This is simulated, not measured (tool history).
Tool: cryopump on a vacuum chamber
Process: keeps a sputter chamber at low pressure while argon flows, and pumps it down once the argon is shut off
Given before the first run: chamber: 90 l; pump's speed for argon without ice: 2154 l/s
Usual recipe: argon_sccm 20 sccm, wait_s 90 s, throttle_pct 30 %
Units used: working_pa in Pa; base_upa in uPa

run 1 hour=0.0 | argon_sccm=20 wait_s=90 throttle_pct=30 | working_pa=0.0541 base_upa=0.73
run 2 hour=34.0 | argon_sccm=20 wait_s=90 throttle_pct=30 | working_pa=0.0551 base_upa=0.76
run 3 hour=59.4 | argon_sccm=20 wait_s=90 throttle_pct=30 | working_pa=0.0560 base_upa=0.75
run 4 hour=95.9 | argon_sccm=20 wait_s=90 throttle_pct=30 | working_pa=0.0562 base_upa=0.80
run 5 hour=128.3 | argon_sccm=20 wait_s=90 throttle_pct=30 | working_pa=0.0557 base_upa=0.82
-- hour=186.3 pump warmed up, emptied and cooled again
run 6 hour=191.3 | argon_sccm=20 wait_s=228 throttle_pct=30 | working_pa=0.0534 base_upa=0.59
run 7 hour=224.7 | argon_sccm=20 wait_s=228 throttle_pct=30 | working_pa=0.0524 base_upa=0.60
run 8 hour=251.9 | argon_sccm=20 wait_s=228 throttle_pct=30 | working_pa=0.0524 base_upa=0.61
run 9 hour=286.6 | argon_sccm=20 wait_s=228 throttle_pct=30 | working_pa=0.0522 base_upa=0.61
run 10 hour=321.0 | argon_sccm=20 wait_s=228 throttle_pct=30 | working_pa=0.0530 base_upa=0.61
run 11 hour=349.6 | argon_sccm=20 wait_s=228 throttle_pct=30 | working_pa=0.0531 base_upa=0.64
run 12 hour=376.0 | argon_sccm=20 wait_s=228 throttle_pct=30 | working_pa=0.0539 base_upa=0.65
run 13 hour=425.1 | argon_sccm=10 wait_s=228 throttle_pct=39 | working_pa=0.0210 base_upa=0.65
run 14 hour=455.3 | argon_sccm=10 wait_s=228 throttle_pct=39 | working_pa=0.0210 base_upa=0.67
run 15 hour=491.0 | argon_sccm=11 wait_s=228 throttle_pct=47 | working_pa=0.0194 base_upa=0.69
run 16 hour=527.6 | argon_sccm=20 wait_s=150 throttle_pct=49 | working_pa=0.0345 base_upa=0.74
run 17 hour=563.5 | argon_sccm=13 wait_s=260 throttle_pct=25 | working_pa=0.0425 base_upa=0.71
run 18 hour=615.5 | argon_sccm=17 wait_s=260 throttle_pct=25 | working_pa=0.0561 base_upa=0.72
run 19 hour=655.6 | argon_sccm=17 wait_s=260 throttle_pct=25 | working_pa=0.0564 base_upa=0.71
run 20 hour=697.1 | argon_sccm=17 wait_s=260 throttle_pct=25 | working_pa=0.0572 base_upa=0.79
-- hour=709.7 pump warmed up, emptied and cooled again
run 21 hour=756.8 | argon_sccm=22 wait_s=90 throttle_pct=22 | working_pa=0.0790 base_upa=0.76
run 22 hour=805.7 | argon_sccm=8 wait_s=35 throttle_pct=30 | working_pa=0.0216 base_upa=1.08

Alternative continuations, all from the tool just after run 22; predict every row:
run A hour=863.8 | argon_sccm=28 wait_s=41 throttle_pct=23 | working_pa=? base_upa=?
run B hour=863.8 | argon_sccm=24 wait_s=139 throttle_pct=18 | working_pa=? base_upa=?
run C hour=863.8 | argon_sccm=20 wait_s=90 throttle_pct=21 | working_pa=? base_upa=?

run=A working_pa=0.0971 base_upa=1.08
run=B working_pa=0.1064 base_upa=0.76
run=C working_pa=0.0764 base_upa=0.82
What these runs would have given with no unlogged condition in the tool:
run=A working_pa=0.0954 base_upa=0.59
run=B working_pa=0.1049 base_upa=0.27
run=C working_pa=0.0752 base_upa=0.33
